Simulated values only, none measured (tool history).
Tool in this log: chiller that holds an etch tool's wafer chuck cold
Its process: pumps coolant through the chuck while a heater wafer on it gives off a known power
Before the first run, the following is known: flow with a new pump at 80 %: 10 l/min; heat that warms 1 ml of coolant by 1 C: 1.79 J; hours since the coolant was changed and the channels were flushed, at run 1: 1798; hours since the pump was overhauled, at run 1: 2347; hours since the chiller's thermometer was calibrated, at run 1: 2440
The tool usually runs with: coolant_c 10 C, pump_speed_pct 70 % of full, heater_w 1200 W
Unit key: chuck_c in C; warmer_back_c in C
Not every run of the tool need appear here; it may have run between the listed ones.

| run | hour | coolant_c | pump_speed_pct | heater_w | hours since the coolant was changed and the channels were flushed | hours since the pump was overhauled | hours since the chiller's thermometer was calibrated | chuck_c | warmer_back_c |
|---|---|---|---|---|---|---|---|---|---|
| 1 | 0.0 | 10 | 70 | 1200 | 1798 | 2347 | 2440 | 24.0 | 4.70 |
| 2 | 40.5 | 10 | 70 | 1200 | 1839 | 2387 | 2480 | 23.9 | 4.71 |
| 3 | 80.8 | 10 | 70 | 1200 | 1879 | 2427 | 2521 | 23.9 | 4.68 |
| 4 | 110.1 | 10 | 70 | 1200 | 1909 | 2457 | 2550 | 24.1 | 4.68 |
| 5 | 157.5 | 10 | 70 | 1200 | 1956 | 2504 | 2597 | 24.0 | 4.73 |
| 6 | 210.6 | 10 | 70 | 1200 | 2009 | 2557 | 2650 | 24.0 | 4.76 |
| 7 | 255.2 | 10 | 87 | 1200 | 2054 | 2602 | 2695 | 21.9 | 3.81 |
| 8 | 304.0 | 14 | 87 | 1200 | 2103 | 2651 | 2744 | 25.9 | 3.74 |
| 9 | 370.0 | 10 | 70 | 1200 | 2168 | 2717 | 2810 | 24.1 | 4.74 |
|  | 384.2 | chiller's thermometer calibrated |
| 10 | 402.1 | 10 | 70 | 1200 | 2200 | 2748 | 18 | 23.7 | 4.72 |
| 11 | 452.7 | 10 | 70 | 1200 | 2250 | 2798 | 68 | 24.0 | 4.70 |
| 12 | 508.2 | 10 | 70 | 1200 | 2306 | 2854 | 124 | 23.7 | 4.78 |
| 13 | 574.4 | 10 | 70 | 1200 | 2372 | 2920 | 190 | 23.9 | 4.73 |
| 14 | 604.9 | 10 | 70 | 1200 | 2402 | 2951 | 221 | 23.8 | 4.76 |
| 15 | 661.7 | 10 | 70 | 1200 | 2459 | 3007 | 277 | 24.0 | 4.71 |
| 16 | 699.8 | 3 | 70 | 1200 | 2497 | 3045 | 316 | 16.9 | 4.72 |
| 17 | 745.0 | 14 | 79 | 1200 | 2543 | 3091 | 361 | 26.8 | 4.20 |
| 18 | 795.0 | 10 | 70 | 1372 | 2592 | 3141 | 411 | 26.0 | 5.43 |
| 19 | 850.0 | 11 | 77 | 1663 | 2647 | 3196 | 466 | 29.1 | 5.90 |
| 20 | 887.0 | 6 | 83 | 1064 | 2685 | 3233 | 503 | 16.9 | 3.54 |
| 21 | 942.5 | 6 | 83 | 1064 | 2740 | 3288 | 558 | 16.9 | 3.52 |
| 22 | 972.1 | 6 | 83 | 1064 | 2770 | 3318 | 588 | 16.9 | 3.52 |
| 23 | 1029.3 | 10 | 84 | 1200 | 2827 | 3375 | 645 | 22.0 | 3.94 |
| 24 | 1069.7 | 0 | 68 | 844 | 2867 | 3415 | 686 | 10.3 | 3.48 |
| 25 | 1107.6 | 19 | 78 | 617 | 2905 | 3453 | 723 | 25.6 | 2.17 |
| 26 | 1143.3 | 0 | 100 | 1282 | 2941 | 3489 | 759 | 11.5 | 3.50 |
| 27 | 1185.9 | 0 | 71 | 1282 | 2983 | 3532 | 802 | 14.9 | 5.03 |
| 28 | 1230.5 | 0 | 65 | 1282 | 3028 | 3576 | 846 | 16.1 | 5.51 |
| 29 | 1286.4 | 18 | 77 | 800 | 3084 | 3632 | 902 | 26.8 | 2.89 |
| 30 | 1322.7 | 18 | 81 | 1146 | 3120 | 3668 | 939 | 30.1 | 3.86 |
| 31 | 1390.2 | 18 | 81 | 1343 | 3188 | 3736 | 1006 | 32.3 | 4.58 |
| 32 | 1460.0 | 18 | 81 | 981 | 3258 | 3806 | 1076 | 28.5 | 3.37 |

Each row is a separate what-if for the run after 32, all from the same tool condition, not one after another. Results?
| A | 1500.9 | 16 | 81 | 600 | 3298 | 3847 | 1117 | ? | ? |
| B | 1500.9 | 18 | 97 | 981 | 3298 | 3847 | 1117 | ? | ? |
| C | 1500.9 | 5 | 64 | 1235 | 3298 | 3847 | 1117 | ? | ? |
| D | 1500.9 | 5 | 61 | 1200 | 3298 | 3847 | 1117 | ? | ? |

| run | chuck_c | warmer_back_c |
|---|---|---|
| A | 22.3 | 2.06 |
| B | 27.2 | 2.77 |
| C | 20.7 | 5.38 |
| D | 20.9 | 5.51 |
Had the tool no hidden state, the same runs would have come out as:
| run | chuck_c | warmer_back_c |
|---|---|---|
| A | 21.8 | 2.00 |
| B | 26.5 | 2.69 |
| C | 19.5 | 5.23 |
| D | 19.7 | 5.36 |
